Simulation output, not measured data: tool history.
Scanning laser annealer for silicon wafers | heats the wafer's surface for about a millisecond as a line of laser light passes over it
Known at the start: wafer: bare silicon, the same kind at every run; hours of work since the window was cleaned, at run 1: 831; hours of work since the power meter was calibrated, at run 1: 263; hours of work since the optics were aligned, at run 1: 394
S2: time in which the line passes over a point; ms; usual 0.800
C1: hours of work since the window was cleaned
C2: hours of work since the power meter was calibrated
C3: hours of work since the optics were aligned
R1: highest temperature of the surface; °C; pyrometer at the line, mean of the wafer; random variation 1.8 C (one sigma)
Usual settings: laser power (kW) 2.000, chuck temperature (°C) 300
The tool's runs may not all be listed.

run 1 hour=0.0 | laser_power_(kW)=2.000 S2=0.800 chuck_temperature_(°C)=300 | C1=831 C2=263 C3=394 | R1=969
run 2 hour=6.8 | laser_power_(kW)=2.000 S2=0.800 chuck_temperature_(°C)=300 | C1=834 C2=266 C3=397 | R1=968
run 3 hour=12.6 | laser_power_(kW)=2.000 S2=0.800 chuck_temperature_(°C)=300 | C1=837 C2=269 C3=400 | R1=968
run 4 hour=25.1 | laser_power_(kW)=2.000 S2=0.800 chuck_temperature_(°C)=300 | C1=844 C2=276 C3=407 | R1=965
run 5 hour=37.4 | laser_power_(kW)=2.000 S2=0.624 chuck_temperature_(°C)=300 | C1=850 C2=282 C3=413 | R1=887
run 6 hour=46.5 | laser_power_(kW)=2.000 S2=0.800 chuck_temperature_(°C)=300 | C1=855 C2=287 C3=418 | R1=965
run 7 hour=59.5 | laser_power_(kW)=2.000 S2=0.800 chuck_temperature_(°C)=300 | C1=862 C2=294 C3=425 | R1=966
run 8 hour=67.8 | laser_power_(kW)=2.000 S2=0.800 chuck_temperature_(°C)=300 | C1=866 C2=298 C3=429 | R1=966
run 9 hour=74.2 | laser_power_(kW)=2.000 S2=0.800 chuck_temperature_(°C)=300 | C1=869 C2=301 C3=432 | R1=964
run 10 hour=82.1 | laser_power_(kW)=2.000 S2=0.800 chuck_temperature_(°C)=300 | C1=873 C2=305 C3=436 | R1=967
run 11 hour=92.0 | laser_power_(kW)=2.155 S2=0.800 chuck_temperature_(°C)=300 | C1=879 C2=311 C3=442 | R1=1021
-- hour=100.7 window over the wafer cleaned
run 12 hour=104.2 | laser_power_(kW)=2.155 S2=0.800 chuck_temperature_(°C)=300 | C1=2 C2=316 C3=447 | R1=1054
run 13 hour=115.2 | laser_power_(kW)=1.729 S2=0.800 chuck_temperature_(°C)=300 | C1=8 C2=322 C3=453 | R1=894
run 14 hour=126.7 | laser_power_(kW)=2.000 S2=0.800 chuck_temperature_(°C)=300 | C1=14 C2=328 C3=459 | R1=992
run 15 hour=139.4 | laser_power_(kW)=2.000 S2=0.800 chuck_temperature_(°C)=300 | C1=20 C2=334 C3=465 | R1=991
run 16 hour=152.8 | laser_power_(kW)=2.000 S2=0.800 chuck_temperature_(°C)=300 | C1=27 C2=341 C3=472 | R1=994
run 17 hour=160.5 | laser_power_(kW)=2.000 S2=0.800 chuck_temperature_(°C)=300 | C1=31 C2=345 C3=476 | R1=991
run 18 hour=173.8 | laser_power_(kW)=2.187 S2=0.800 chuck_temperature_(°C)=300 | C1=38 C2=352 C3=483 | R1=1062
run 19 hour=185.0 | laser_power_(kW)=2.000 S2=0.800 chuck_temperature_(°C)=300 | C1=44 C2=358 C3=489 | R1=988
run 20 hour=196.5 | laser_power_(kW)=2.008 S2=0.800 chuck_temperature_(°C)=318 | C1=50 C2=364 C3=495 | R1=1012
run 21 hour=206.1 | laser_power_(kW)=2.195 S2=0.654 chuck_temperature_(°C)=263 | C1=55 C2=369 C3=500 | R1=953

Run 22 comes next. What will it give?
run 22 hour=218.5 | laser_power_(kW)=2.184 S2=0.756 chuck_temperature_(°C)=329 | C1=62 C2=376 C3=507 | R1=?

Run 22 gave R1 1065 °C.
Without the tool's hidden state the same run would have given R1 1077 °C.
